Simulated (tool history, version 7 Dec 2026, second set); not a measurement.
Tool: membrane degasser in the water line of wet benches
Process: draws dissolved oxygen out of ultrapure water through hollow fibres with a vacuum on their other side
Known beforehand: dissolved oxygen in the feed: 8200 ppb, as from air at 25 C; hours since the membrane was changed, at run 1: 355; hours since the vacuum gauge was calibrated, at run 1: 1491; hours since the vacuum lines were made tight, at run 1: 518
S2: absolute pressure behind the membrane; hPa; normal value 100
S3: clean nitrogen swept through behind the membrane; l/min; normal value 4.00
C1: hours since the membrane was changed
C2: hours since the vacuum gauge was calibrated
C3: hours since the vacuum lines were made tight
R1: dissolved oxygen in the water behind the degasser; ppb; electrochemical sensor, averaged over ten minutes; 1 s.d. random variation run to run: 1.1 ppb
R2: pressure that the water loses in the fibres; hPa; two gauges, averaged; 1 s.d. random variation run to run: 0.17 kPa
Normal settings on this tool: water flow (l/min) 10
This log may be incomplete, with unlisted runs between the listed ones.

run 1 day=0.000 | water_flow_(l/min)=10 S2=100 S3=4.00 | C1=355 C2=1491 C3=518 | R1=102.5 R2=296.2
run 2 day=3.875 | water_flow_(l/min)=10 S2=100 S3=4.00 | C1=448 C2=1584 C3=611 | R1=103.1 R2=294.4
run 3 day=7.625 | water_flow_(l/min)=10 S2=100 S3=4.00 | C1=538 C2=1674 C3=701 | R1=102.3 R2=296.6
run 4 day=11.917 | water_flow_(l/min)=10 S2=147 S3=4.00 | C1=641 C2=1777 C3=804 | R1=132.9 R2=294.8
run 5 day=15.171 | water_flow_(l/min)=10 S2=147 S3=4.00 | C1=719 C2=1855 C3=882 | R1=131.1 R2=292.9
run 6 day=19.133 | water_flow_(l/min)=10 S2=147 S3=4.00 | C1=815 C2=1950 C3=977 | R1=130.5 R2=296.9
run 7 day=23.817 | water_flow_(l/min)=13 S2=147 S3=4.00 | C1=927 C2=2063 C3=1089 | R1=227.3 R2=384.7
run 8 day=26.504 | water_flow_(l/min)=13 S2=147 S3=4.00 | C1=992 C2=2127 C3=1154 | R1=227.2 R2=383.3
run 9 day=31.171 | water_flow_(l/min)=13 S2=147 S3=4.00 | C1=1104 C2=2239 C3=1266 | R1=225.1 R2=387.5
run 10 day=34.942 | water_flow_(l/min)=13 S2=147 S3=4.00 | C1=1194 C2=2330 C3=1356 | R1=227.0 R2=386.6
run 11 day=38.017 | water_flow_(l/min)=10 S2=235 S3=4.00 | C1=1268 C2=2403 C3=1430 | R1=186.0 R2=296.3
run 12 day=41.817 | water_flow_(l/min)=10 S2=235 S3=4.00 | C1=1359 C2=2495 C3=1521 | R1=187.7 R2=295.3
run 13 day=46.667 | water_flow_(l/min)=10 S2=100 S3=4.00 | C1=1475 C2=2611 C3=1638 | R1=104.5 R2=298.6
run 14 day=51.025 | water_flow_(l/min)=10 S2=119 S3=4.00 | C1=1580 C2=2716 C3=1742 | R1=116.1 R2=296.3
run 15 day=53.400 | water_flow_(l/min)=10 S2=119 S3=4.00 | C1=1637 C2=2773 C3=1799 | R1=116.1 R2=297.4
run 16 day=58.204 | water_flow_(l/min)=10 S2=100 S3=4.00 | C1=1752 C2=2888 C3=1915 | R1=103.0 R2=299.3
run 17 day=60.688 | water_flow_(l/min)=10 S2=100 S3=4.00 | C1=1812 C2=2947 C3=1974 | R1=106.0 R2=298.5
run 18 day=63.058 | water_flow_(l/min)=11 S2=232 S3=4.00 | C1=1869 C2=3004 C3=2031 | R1=216.0 R2=329.2
run 19 day=65.967 | water_flow_(l/min)=11 S2=232 S3=4.00 | C1=1939 C2=3074 C3=2101 | R1=218.8 R2=328.7
run 20 day=70.629 | water_flow_(l/min)=14 S2=82 S3=4.00 | C1=2050 C2=3186 C3=2213 | R1=216.4 R2=422.4
run 21 day=75.683 | water_flow_(l/min)=10 S2=217 S3=2.82 | C1=2172 C2=3307 C3=2334 | R1=226.1 R2=299.7
run 22 day=78.821 | water_flow_(l/min)=10 S2=246 S3=4.22 | C1=2247 C2=3383 C3=2409 | R1=189.3 R2=298.7
run 23 day=82.958 | water_flow_(l/min)=10 S2=246 S3=4.22 | C1=2346 C2=3482 C3=2509 | R1=188.9 R2=299.0
run 24 day=87.750 | water_flow_(l/min)=10 S2=246 S3=4.22 | C1=2461 C2=3597 C3=2624 | R1=192.0 R2=301.0
run 25 day=92.238 | water_flow_(l/min)=10 S2=246 S3=4.22 | C1=2569 C2=3705 C3=2731 | R1=190.8 R2=299.5
run 26 day=94.983 | water_flow_(l/min)=6 S2=77 S3=2.00 | C1=2635 C2=3771 C3=2797 | R1=43.5 R2=180.9
run 27 day=99.575 | water_flow_(l/min)=6 S2=77 S3=2.00 | C1=2745 C2=3881 C3=2907 | R1=43.0 R2=180.4
run 28 day=101.792 | water_flow_(l/min)=7 S2=131 S3=6.52 | C1=2798 C2=3934 C3=2961 | R1=45.3 R2=210.4
run 29 day=104.883 | water_flow_(l/min)=7 S2=131 S3=6.52 | C1=2873 C2=4008 C3=3035 | R1=45.8 R2=207.5
run 30 day=108.333 | water_flow_(l/min)=10 S2=129 S3=8.70 | C1=2955 C2=4091 C3=3118 | R1=96.5 R2=299.8
run 31 day=112.954 | water_flow_(l/min)=9 S2=79 S3=3.18 | C1=3066 C2=4202 C3=3229 | R1=80.8 R2=269.8
run 32 day=115.225 | water_flow_(l/min)=13 S2=100 S3=7.79 | C1=3121 C2=4256 C3=3283 | R1=173.9 R2=393.0

4 options for the next run, each taken on its own from the tool as it stands now. Forecast them:
run A day=118.062 | water_flow_(l/min)=9 S2=198 S3=8.77 | C1=3189 C2=4324 C3=3351 | R1=? R2=?
run B day=118.062 | water_flow_(l/min)=8 S2=100 S3=6.75 | C1=3189 C2=4324 C3=3351 | R1=? R2=?
run C day=118.062 | water_flow_(l/min)=16 S2=84 S3=4.00 | C1=3189 C2=4324 C3=3351 | R1=? R2=?
run D day=118.062 | water_flow_(l/min)=15 S2=88 S3=4.00 | C1=3189 C2=4324 C3=3351 | R1=? R2=?

run=A R1=87.9 R2=269.8
run=B R1=50.6 R2=242.4
run=C R1=296.5 R2=478.2
run=D R1=262.1 R2=447.7
Take away the tool's hidden state, keep each run's random variation, and the runs would have read:
run=A R1=81.7 R2=264.0
run=B R1=46.0 R2=237.2
run=C R1=276.0 R2=467.9
run=D R1=243.6 R2=438.1

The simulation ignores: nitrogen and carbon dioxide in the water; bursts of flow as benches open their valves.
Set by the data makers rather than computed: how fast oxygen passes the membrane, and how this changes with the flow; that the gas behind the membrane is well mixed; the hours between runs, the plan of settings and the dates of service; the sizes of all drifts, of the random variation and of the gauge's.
